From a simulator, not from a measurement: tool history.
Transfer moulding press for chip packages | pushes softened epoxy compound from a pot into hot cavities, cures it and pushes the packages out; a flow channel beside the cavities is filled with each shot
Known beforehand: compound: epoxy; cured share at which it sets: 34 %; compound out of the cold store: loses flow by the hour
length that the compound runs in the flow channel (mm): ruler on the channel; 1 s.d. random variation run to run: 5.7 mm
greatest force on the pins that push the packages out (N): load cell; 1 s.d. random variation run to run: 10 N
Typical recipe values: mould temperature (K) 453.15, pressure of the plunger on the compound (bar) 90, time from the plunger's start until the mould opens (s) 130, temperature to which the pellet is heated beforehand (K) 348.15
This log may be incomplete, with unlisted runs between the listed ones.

run     day  mould temperature (K)  pressure of the plunger on the compound (bar)  time from the plunger's start until the mould opens (s)  temperature to which the pellet is heated beforehand (K)  incoming compound's hours out of the cold store  length that the compound runs in the flow channel (mm)  greatest force on the pins that push the packages out (N)
  1       0                 453.15                                             90                                                      130                                                    348.15                                             18.9                                                     750                                                        522
  2   3.788                 453.15                                             90                                                      130                                                    348.15                                             10.3                                                     762                                                        739
      4.792  -- cavities cleaned with cleaning compound and waxed
      6.842  -- plunger's sealing rings changed
  3   6.842                 453.15                                             90                                                      130                                                    348.15                                             10.8                                                     843                                                        665
  4   9.517                 453.15                                             90                                                      130                                                    348.15                                             34.2                                                     774                                                        715
      9.854  -- cavities cleaned with cleaning compound and waxed
  5  12.854                 453.15                                             90                                                      130                                                    348.15                                             18.2                                                     809                                                        691
     14.812  -- cavities cleaned with cleaning compound and waxed
  6  15.012                 453.15                                             90                                                      130                                                    348.15                                             21.5                                                     786                                                        519
  7  17.958                 453.15                                             90                                                      130                                                    348.15                                             26.4                                                     780                                                        690
     19.775  -- cavities cleaned with cleaning compound and waxed
  8  21.496                 453.15                                             90                                                      130                                                    348.15                                             46.8                                                     711                                                        630
     24.812  -- cavities cleaned with cleaning compound and waxed
  9  24.812                 453.15                                             90                                                      130                                                    348.15                                             16.4                                                     786                                                        475
 10  28.812                 453.15                                             90                                                      130                                                    348.15                                             14.5                                                     782                                                        724
     29.846  -- cavities cleaned with cleaning compound and waxed
 11  30.879                 453.15                                             90                                                      141                                                    348.15                                               39                                                     709                                                        544
 12  33.942                 460.15                                             90                                                      141                                                    348.15                                               22                                                     716                                                        615
     34.858  -- cavities cleaned with cleaning compound and waxed
 13  36.412                 460.15                                             90                                                      141                                                    348.15                                             19.5                                                     715                                                        552
 14  38.279                 460.15                                             90                                                      141                                                    348.15                                             18.4                                                     715                                                        597
     39.808  -- cavities cleaned with cleaning compound and waxed
     40.162  -- plunger's sealing rings changed
 15    40.8                 460.15                                             90                                                      141                                                    348.15                                             24.3                                                     775                                                        544
 16  42.475                 453.15                                             90                                                      130                                                    341.15                                               26                                                     798                                                        685
     45.017  -- cavities cleaned with cleaning compound and waxed
 17  46.575                 451.15                                           93.3                                                      136                                                    342.15                                             27.4                                                     809                                                        619
 18  49.067                 452.15                                          102.2                                                      116                                                    354.15                                             45.6                                                     774                                                        791
     50.117  -- cavities cleaned with cleaning compound and waxed
 19  52.679                 459.15                                             90                                                      130                                                    340.15                                             26.8                                                     743                                                        603
 20  54.958                 459.15                                             90                                                      130                                                    340.15                                             12.7                                                     783                                                        681

Table of differences, measured result less the result of that run with no hidden state. Run-to-run variation is the same in both. Gauge scatter possibly is not:
What the log doesn't record here: true mould temperature over the reading, C; pressure that reaches the compound, % of what is set; grip of the stained cavities, % over clean ones'; drift of the gauge itself on flow_mm, %; drift of the gauge itself on push_out_n, %.
run  length that the compound runs in the flow channel (mm)  greatest force on the pins that push the packages out (N)
  1                                                     -80                                                        +68
  2                                                     -95                                                       +266
  3                                                      +1                                                       +200
  4                                                      -6                                                       +260
  5                                                     -15                                                       +236
  6                                                     -21                                                        +51
  7                                                     -29                                                       +232
  8                                                     -37                                                       +173
  9                                                     -51                                                         +8
 10                                                     -65                                                       +257
 11                                                     -66                                                       +122
 12                                                     -76                                                       +217
 13                                                     -84                                                       +148
 14                                                     -90                                                       +206
 15                                                      -2                                                       +109
 16                                                      -7                                                       +226
 17                                                     -18                                                       +162
 18                                                     -25                                                       +278
 19                                                     -34                                                       +188
 20                                                     -43                                                       +244
